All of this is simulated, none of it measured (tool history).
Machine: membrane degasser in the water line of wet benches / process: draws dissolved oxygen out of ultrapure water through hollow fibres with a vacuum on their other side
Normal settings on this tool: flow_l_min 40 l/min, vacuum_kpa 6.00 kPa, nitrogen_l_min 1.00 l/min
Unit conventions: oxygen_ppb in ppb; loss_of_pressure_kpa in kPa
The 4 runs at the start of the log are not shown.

| run | hour | flow_l_min | vacuum_kpa | nitrogen_l_min | hours since the membrane was changed | hours since the vacuum gauge was calibrated | hours since the vacuum lines were made tight | oxygen_ppb | loss_of_pressure_kpa |
|---|---|---|---|---|---|---|---|---|---|
| 5 | 231.4 | 40 | 5.53 | 1.00 | 3282 | 1685 | 2901 | 219.1 | 56.06 |
| 6 | 269.0 | 40 | 3.63 | 1.00 | 3320 | 1722 | 2939 | 68.2 | 56.35 |
| 7 | 335.6 | 52 | 3.63 | 1.00 | 3386 | 1789 | 3005 | 102.6 | 72.98 |
| 8 | 413.8 | 40 | 5.16 | 1.00 | 3464 | 1867 | 3083 | 188.8 | 55.70 |
| 9 | 478.3 | 40 | 5.16 | 1.00 | 3529 | 1931 | 3148 | 189.9 | 56.14 |
| 10 | 535.9 | 40 | 5.16 | 1.00 | 3587 | 1989 | 3206 | 188.3 | 55.99 |
| 11 | 597.0 | 40 | 5.16 | 1.00 | 3648 | 2050 | 3267 | 185.0 | 56.48 |
| 12 | 636.4 | 40 | 5.16 | 1.00 | 3687 | 2089 | 3306 | 191.3 | 55.99 |
| 13 | 694.2 | 35 | 5.16 | 1.00 | 3745 | 2147 | 3364 | 163.4 | 48.98 |
| 14 | 726.9 | 40 | 6.00 | 1.25 | 3778 | 2180 | 3397 | 217.5 | 56.07 |
| 15 | 759.4 | 40 | 6.00 | 1.25 | 3810 | 2213 | 3429 | 216.7 | 55.67 |
| 16 | 793.1 | 40 | 6.00 | 1.25 | 3844 | 2246 | 3463 | 211.0 | 56.14 |
| 17 | 865.3 | 40 | 6.00 | 1.25 | 3916 | 2318 | 3535 | 216.4 | 56.58 |
| 18 | 921.5 | 30 | 11.72 | 1.27 | 3972 | 2375 | 3591 | 431.5 | 42.20 |
| 19 | 989.7 | 30 | 11.72 | 1.27 | 4040 | 2443 | 3659 | 436.6 | 42.03 |
| 20 | 1058.0 | 50 | 6.21 | 0.60 | 4109 | 2511 | 3728 | 454.1 | 69.94 |
| 21 | 1129.0 | 39 | 8.76 | 1.73 | 4180 | 2582 | 3799 | 299.9 | 54.83 |
| 22 | 1207.3 | 56 | 3.79 | 2.68 | 4258 | 2660 | 3877 | 100.5 | 78.54 |

What will run 23 give?
| 23 | 1267.5 | 40 | 6.00 | 0.64 | 4318 | 2721 | 3937 | ? | ? |

{"run 23": {"oxygen_ppb": 339.0, "loss_of_pressure_kpa": 56.56}}
Had the tool carried no hidden state, the very same run would have given oxygen_ppb 338.8 ppb, loss_of_pressure_kpa 56.54 kPa.
